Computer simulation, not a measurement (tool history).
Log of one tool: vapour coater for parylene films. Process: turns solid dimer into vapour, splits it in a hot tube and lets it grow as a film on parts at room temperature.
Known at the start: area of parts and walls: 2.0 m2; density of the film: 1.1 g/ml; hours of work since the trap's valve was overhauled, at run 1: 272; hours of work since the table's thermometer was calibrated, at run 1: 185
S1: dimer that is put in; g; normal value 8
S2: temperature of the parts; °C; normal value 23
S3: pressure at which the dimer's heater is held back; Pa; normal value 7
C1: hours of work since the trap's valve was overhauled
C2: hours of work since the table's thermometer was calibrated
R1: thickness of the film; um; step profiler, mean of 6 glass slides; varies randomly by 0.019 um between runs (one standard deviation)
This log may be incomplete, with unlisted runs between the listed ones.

Run 1, hour 0: usual settings; C1 272; C2 185. Result: R1 1.92 um.
At hour 9.4: trap's valve overhauled.
Run 2, hour 19.5: usual settings; C1 8; C2 198. Result: R1 2.02 um.
Run 3, hour 33.4: usual settings; C1 20; C2 210. Result: R1 2.02 um.
Run 4, hour 43.9: usual settings; C1 29; C2 218. Result: R1 2.01 um.
Run 5, hour 59.1: usual settings; C1 41; C2 231. Result: R1 2 um.
Run 6, hour 68.7: usual settings; C1 49; C2 239. Result: R1 2 um.
Run 7, hour 75.5: usual settings; C1 55; C2 245. Result: R1 1.97 um.
Run 8, hour 86.8: usual settings; C1 64; C2 254. Result: R1 2.03 um.
Run 9, hour 99.6: usual settings but S3 7.13 Pa; C1 75; C2 264. Result: R1 1.97 um.
Run 10, hour 110.5: usual settings but S3 10.26 Pa; C1 84; C2 273. Result: R1 1.88 um.
Run 11, hour 117.2: usual settings; C1 89; C2 279. Result: R1 1.97 um.
Run 12, hour 129.2: usual settings; C1 99; C2 289. Result: R1 2 um.
Run 13, hour 139.6: usual settings; C1 108; C2 298. Result: R1 1.95 um.
Run 14, hour 146.4: usual settings; C1 113; C2 303. Result: R1 2 um.

Expected results for the next run?
Run 15, hour 159.9: usual settings but S1 3 g, S2 27 °C, S3 6.8 Pa; C1 124; C2 314. Result: R1 ?.

{"run 15": {"R1": 0.61}}
Minus the tool's unlogged condition, the same run would have read R1 0.64 um.

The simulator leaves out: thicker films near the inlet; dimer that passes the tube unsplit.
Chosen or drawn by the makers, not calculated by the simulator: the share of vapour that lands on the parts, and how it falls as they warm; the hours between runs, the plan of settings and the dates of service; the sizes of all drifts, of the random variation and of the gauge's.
